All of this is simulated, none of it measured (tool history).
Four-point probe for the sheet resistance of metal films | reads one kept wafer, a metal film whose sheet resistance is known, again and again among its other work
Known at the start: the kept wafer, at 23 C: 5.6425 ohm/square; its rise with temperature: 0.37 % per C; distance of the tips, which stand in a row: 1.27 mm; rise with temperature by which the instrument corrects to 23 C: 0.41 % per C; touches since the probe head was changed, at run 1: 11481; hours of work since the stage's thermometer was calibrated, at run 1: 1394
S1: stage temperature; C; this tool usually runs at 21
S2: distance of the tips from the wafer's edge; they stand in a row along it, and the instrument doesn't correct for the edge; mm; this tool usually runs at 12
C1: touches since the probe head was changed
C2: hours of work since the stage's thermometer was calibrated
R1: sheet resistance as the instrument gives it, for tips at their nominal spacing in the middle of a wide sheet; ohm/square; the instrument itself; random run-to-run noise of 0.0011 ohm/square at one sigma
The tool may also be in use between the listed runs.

| run | hour | S1 | S2 | C1 | C2 | R1 |
|---|---|---|---|---|---|---|
| 1 | 0.0 | 21 | 12 | 11481 | 1394 | 5.667503 |
|  | 17.9 | stage's thermometer calibrated |
| 2 | 29.6 | 21 | 12 | 13158 | 8 | 5.670883 |
| 3 | 81.3 | 21 | 12 | 16137 | 43 | 5.667473 |
| 4 | 117.0 | 21 | 12 | 18198 | 67 | 5.671732 |
| 5 | 167.9 | 21 | 12 | 21128 | 101 | 5.669479 |
| 6 | 201.8 | 21 | 12 | 23087 | 124 | 5.670136 |
| 7 | 246.1 | 20 | 70 | 25637 | 154 | 5.640398 |
| 8 | 287.0 | 20 | 70 | 27996 | 182 | 5.640223 |
| 9 | 316.0 | 20 | 70 | 29667 | 202 | 5.640419 |
| 10 | 355.9 | 34 | 46 | 31966 | 229 | 5.609483 |
| 11 | 405.9 | 23 | 68 | 34847 | 262 | 5.635089 |
| 12 | 456.8 | 23 | 4 | 37782 | 297 | 5.922460 |

Predict each of these 3 candidate next runs independently; none follows another, all start after run 12:
| A | 488.7 | 25 | 7 | 39623 | 318 | ? |
| B | 488.7 | 23 | 13 | 39623 | 318 | ? |
| C | 488.7 | 32 | 6 | 39623 | 318 | ? |

| run | R1 |
|---|---|
| A | 5.728717 |
| B | 5.661442 |
| C | 5.746453 |
The same runs, with their run-to-run variation unchanged, on a tool lacking any hidden condition would have given:
| run | R1 |
|---|---|
| A | 5.737136 |
| B | 5.669771 |
| C | 5.754891 |
